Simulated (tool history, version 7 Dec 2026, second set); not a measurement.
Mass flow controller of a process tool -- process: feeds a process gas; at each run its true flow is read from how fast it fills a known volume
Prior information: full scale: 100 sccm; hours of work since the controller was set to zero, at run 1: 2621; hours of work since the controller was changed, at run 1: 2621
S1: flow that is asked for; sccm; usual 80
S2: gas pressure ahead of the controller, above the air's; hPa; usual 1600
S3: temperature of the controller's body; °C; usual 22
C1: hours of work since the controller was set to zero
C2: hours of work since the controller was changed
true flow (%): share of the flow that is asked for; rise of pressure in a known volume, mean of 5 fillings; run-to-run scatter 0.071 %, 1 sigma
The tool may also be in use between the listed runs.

Run 1, hour 0: usual settings; C1 2621; C2 2621. Result: true flow (%) 99.8.
Run 2, hour 253.8: usual settings; C1 2811; C2 2811. Result: true flow (%) 99.86.
Run 3, hour 421.9: usual settings; C1 2937; C2 2937. Result: true flow (%) 99.96.
Run 4, hour 596.8: usual settings; C1 3069; C2 3069. Result: true flow (%) 99.81.
Run 5, hour 836.4: usual settings; C1 3248; C2 3248. Result: true flow (%) 99.96.
Run 6, hour 1017.3: usual settings; C1 3384; C2 3384. Result: true flow (%) 99.86.
Run 7, hour 1219.6: usual settings; C1 3536; C2 3536. Result: true flow (%) 99.9.
Run 8, hour 1452.8: usual settings; C1 3711; C2 3711. Result: true flow (%) 99.96.
Run 9, hour 1652.6: usual settings; C1 3861; C2 3861. Result: true flow (%) 99.86.
Run 10, hour 1886.4: usual settings; C1 4036; C2 4036. Result: true flow (%) 99.82.
Run 11, hour 2034.7: usual settings but S1 11 sccm; C1 4148; C2 4148. Result: true flow (%) 96.62.
Run 12, hour 2287.6: usual settings but S1 17 sccm; C1 4337; C2 4337. Result: true flow (%) 97.7.
Run 13, hour 2438.5: usual settings but S1 14 sccm, S2 1770 hPa, S3 21 °C; C1 4451; C2 4451. Result: true flow (%) 97.35.
Run 14, hour 2557.7: usual settings but S1 14 sccm, S2 1770 hPa, S3 21 °C; C1 4540; C2 4540. Result: true flow (%) 97.24.
Run 15, hour 2736.9: usual settings but S1 14 sccm, S2 1770 hPa, S3 21 °C; C1 4674; C2 4674. Result: true flow (%) 97.24.
Run 16, hour 2861.3: usual settings but S1 14 sccm, S2 1770 hPa, S3 21 °C; C1 4768; C2 4768. Result: true flow (%) 97.08.
At hour 2904.5: controller's zero set anew.
Run 17, hour 2976.6: usual settings but S1 32 sccm, S2 1410 hPa; C1 54; C2 4854. Result: true flow (%) 99.9.
Run 18, hour 3250.4: usual settings but S1 12 sccm; C1 260; C2 5059. Result: true flow (%) 99.64.
Run 19, hour 3379: usual settings but S1 64 sccm, S2 2050 hPa, S3 28 °C; C1 356; C2 5156. Result: true flow (%) 100.43.
Run 20, hour 3525.8: usual settings but S1 64 sccm, S2 2080 hPa, S3 28 °C; C1 466; C2 5266. Result: true flow (%) 100.39.
Run 21, hour 3784.7: usual settings but S1 64 sccm, S2 2080 hPa, S3 28 °C; C1 660; C2 5460. Result: true flow (%) 100.3.
Run 22, hour 4054.4: usual settings but S1 16 sccm, S2 2200 hPa, S3 30 °C; C1 863; C2 5663. Result: true flow (%) 99.57.
Run 23, hour 4182: usual settings but S2 2110 hPa, S3 38 °C; C1 959; C2 5758. Result: true flow (%) 99.94.
Run 24, hour 4318.6: usual settings but S3 37 °C; C1 1061; C2 5861. Result: true flow (%) 99.54.

Had the tool no unlogged condition, and each run kept its random variation, what would the results have been?
The hidden state here: flow at rest that the sensor doesn't see, % of full scale; true flow over the shown one, %; drift of the gauge itself on true_pct, %.
run  true flow (%)
  1          99.73
  2          99.79
  3          99.89
  4          99.73
  5          99.86
  6          99.76
  7          99.79
  8          99.85
  9          99.74
 10          99.69
 11          99.43
 12          99.38
 13           99.6
 14          99.53
 15          99.59
 16          99.48
 17           99.3
 18          99.36
 19          99.77
 20          99.73
 21          99.64
 22          99.43
 23          99.23
 24          98.83

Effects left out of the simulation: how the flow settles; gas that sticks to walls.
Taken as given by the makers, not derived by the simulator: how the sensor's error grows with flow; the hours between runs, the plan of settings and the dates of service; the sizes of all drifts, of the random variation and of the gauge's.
